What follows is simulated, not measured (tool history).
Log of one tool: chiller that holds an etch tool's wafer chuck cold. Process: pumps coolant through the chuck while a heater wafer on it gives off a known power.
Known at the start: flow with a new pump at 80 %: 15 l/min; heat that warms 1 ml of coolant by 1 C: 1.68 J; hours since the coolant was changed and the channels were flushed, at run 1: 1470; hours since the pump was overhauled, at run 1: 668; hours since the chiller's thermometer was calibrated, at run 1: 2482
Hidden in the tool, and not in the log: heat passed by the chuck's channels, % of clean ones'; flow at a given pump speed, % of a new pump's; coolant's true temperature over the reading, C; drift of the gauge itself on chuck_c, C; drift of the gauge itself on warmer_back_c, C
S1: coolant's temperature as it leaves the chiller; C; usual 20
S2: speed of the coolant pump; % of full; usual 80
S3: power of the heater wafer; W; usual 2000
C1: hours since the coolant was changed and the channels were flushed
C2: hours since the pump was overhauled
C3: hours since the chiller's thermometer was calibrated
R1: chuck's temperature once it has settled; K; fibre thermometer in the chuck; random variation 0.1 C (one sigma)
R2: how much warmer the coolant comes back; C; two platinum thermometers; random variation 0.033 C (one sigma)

Run 1, day 0.000: usual settings; C1 1470; C2 668; C3 2482. Result: R1 309.65 K, R2 4.73 C.
Run 2, day 1.000: usual settings; C1 1494; C2 692; C3 2506. Result: R1 309.65 K, R2 4.82 C.
Run 3, day 2.225: usual settings but S1 11 C; C1 1523; C2 722; C3 2535. Result: R1 300.75 K, R2 4.76 C.
Run 4, day 3.938: usual settings but S1 11 C; C1 1565; C2 763; C3 2576. Result: R1 300.85 K, R2 4.83 C.
Run 5, day 6.008: usual settings but S1 11 C; C1 1614; C2 813; C3 2626. Result: R1 300.85 K, R2 4.81 C.
Run 6, day 7.496: usual settings but S2 90 % of full; C1 1650; C2 848; C3 2662. Result: R1 308.85 K, R2 4.27 C.
Run 7, day 9.621: usual settings; C1 1701; C2 899; C3 2713. Result: R1 309.65 K, R2 4.87 C.
Run 8, day 11.238: usual settings; C1 1740; C2 938; C3 2751. Result: R1 309.85 K, R2 4.80 C.
Run 9, day 12.712: usual settings but S3 2083 W; C1 1775; C2 973; C3 2787. Result: R1 310.55 K, R2 5.07 C.
Run 10, day 14.833: usual settings; C1 1826; C2 1024; C3 2838. Result: R1 309.95 K, R2 4.95 C.
Run 11, day 15.896: usual settings; C1 1852; C2 1050; C3 2863. Result: R1 309.85 K, R2 4.91 C.
Run 12, day 17.817: usual settings but S3 1532 W; C1 1898; C2 1096; C3 2909. Result: R1 305.75 K, R2 3.76 C.
Run 13, day 18.750: usual settings but S1 13 C; C1 1920; C2 1118; C3 2932. Result: R1 302.65 K, R2 4.87 C.
Run 14, day 20.262: usual settings but S1 13 C, S2 75 % of full, S3 1702 W; C1 1956; C2 1155; C3 2968. Result: R1 300.75 K, R2 4.43 C.
Run 15, day 21.900: usual settings but S1 13 C, S2 75 % of full, S3 1702 W; C1 1996; C2 1194; C3 3007. Result: R1 300.75 K, R2 4.49 C.
Run 16, day 23.888: usual settings but S1 13 C, S2 75 % of full, S3 1702 W; C1 2043; C2 1242; C3 3055. Result: R1 300.55 K, R2 4.57 C.
Run 17, day 25.175: usual settings but S1 13 C, S2 75 % of full, S3 1702 W; C1 2074; C2 1273; C3 3086. Result: R1 300.95 K, R2 4.57 C.
Run 18, day 26.612: usual settings but S1 21 C, S2 97 % of full, S3 1772 W; C1 2109; C2 1307; C3 3120. Result: R1 307.45 K, R2 3.66 C.
Run 19, day 28.871: usual settings but S1 21 C, S2 97 % of full, S3 1772 W; C1 2163; C2 1361; C3 3175. Result: R1 307.45 K, R2 3.69 C.
Run 20, day 30.312: usual settings but S2 86 % of full, S3 1777 W; C1 2198; C2 1396; C3 3209. Result: R1 307.35 K, R2 4.13 C.
Run 21, day 31.721: usual settings but S1 15 C, S2 61 % of full, S3 1295 W; C1 2231; C2 1430; C3 3243. Result: R1 300.55 K, R2 4.33 C.
Run 22, day 32.650: usual settings but S1 15 C, S2 61 % of full, S3 1412 W; C1 2254; C2 1452; C3 3265. Result: R1 301.85 K, R2 4.71 C.
Run 23, day 33.604: usual settings but S1 15 C, S2 61 % of full, S3 1412 W; C1 2277; C2 1475; C3 3288. Result: R1 301.85 K, R2 4.75 C.
Run 24, day 35.212: usual settings but S2 63 % of full, S3 1390 W; C1 2315; C2 1513; C3 3327. Result: R1 306.25 K, R2 4.53 C.
Run 25, day 36.575: usual settings but S2 63 % of full, S3 1875 W; C1 2348; C2 1546; C3 3359. Result: R1 310.85 K, R2 6.04 C.
Run 26, day 37.875: usual settings but S2 63 % of full, S3 1875 W; C1 2379; C2 1577; C3 3391. Result: R1 310.95 K, R2 6.04 C.

3 ways to go on from here, each from the tool as it stands after run 26. What would each give?
Run A, day 39.042: usual settings but S1 11 C, S2 68 % of full; C1 2407; C2 1605; C3 3419. Result: R1 ?, R2 ?.
Run B, day 39.042: usual settings but S1 28 C, S2 70 % of full; C1 2407; C2 1605; C3 3419. Result: R1 ?, R2 ?.
Run C, day 39.042: usual settings but S2 75 % of full, S3 1658 W; C1 2407; C2 1605; C3 3419. Result: R1 ?, R2 ?.

run      R1    R2
  A  302.45  5.95
  B  318.75  5.82
  C  307.45  4.47
Without the tool's hidden state the same runs would have given:
run      R1    R2
  A  302.45  5.65
  B  318.75  5.51
  C  307.45  4.17
